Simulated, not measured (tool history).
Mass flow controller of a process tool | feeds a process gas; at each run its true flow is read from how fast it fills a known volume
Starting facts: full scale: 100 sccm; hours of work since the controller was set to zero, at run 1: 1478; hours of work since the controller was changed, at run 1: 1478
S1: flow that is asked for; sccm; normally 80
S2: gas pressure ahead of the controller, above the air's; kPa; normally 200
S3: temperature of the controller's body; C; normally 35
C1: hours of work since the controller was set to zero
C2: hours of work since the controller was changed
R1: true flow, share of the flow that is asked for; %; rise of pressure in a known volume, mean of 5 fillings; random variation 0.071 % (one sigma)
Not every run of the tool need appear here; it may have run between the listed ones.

run	hour	S1	S2	S3	C1	C2	R1
1	0	80	200	35	1478	1478	100.29
2	63.2	80	200	35	1502	1502	100.36
3	129	80	200	20	1527	1527	99.58
4	178.6	80	150	35	1545	1545	100.02
5	231.9	80	200	35	1566	1566	100.42
6	274.7	80	200	35	1582	1582	100.54
7	355	80	200	35	1612	1612	100.38
8	451.1	80	183	20	1649	1649	99.45
9	543	80	183	20	1683	1683	99.46
10	612.7	44	183	24	1710	1710	99.52
11	703.7	30	183	26	1744	1744	99.45

Estimate the outcome of run 12 from the log above:
12	786.8	30	183	26	1776	1776	?

{"run 12": {"R1": 99.41}}
With no hidden state in the tool, this same run would have given R1 99.42 %.

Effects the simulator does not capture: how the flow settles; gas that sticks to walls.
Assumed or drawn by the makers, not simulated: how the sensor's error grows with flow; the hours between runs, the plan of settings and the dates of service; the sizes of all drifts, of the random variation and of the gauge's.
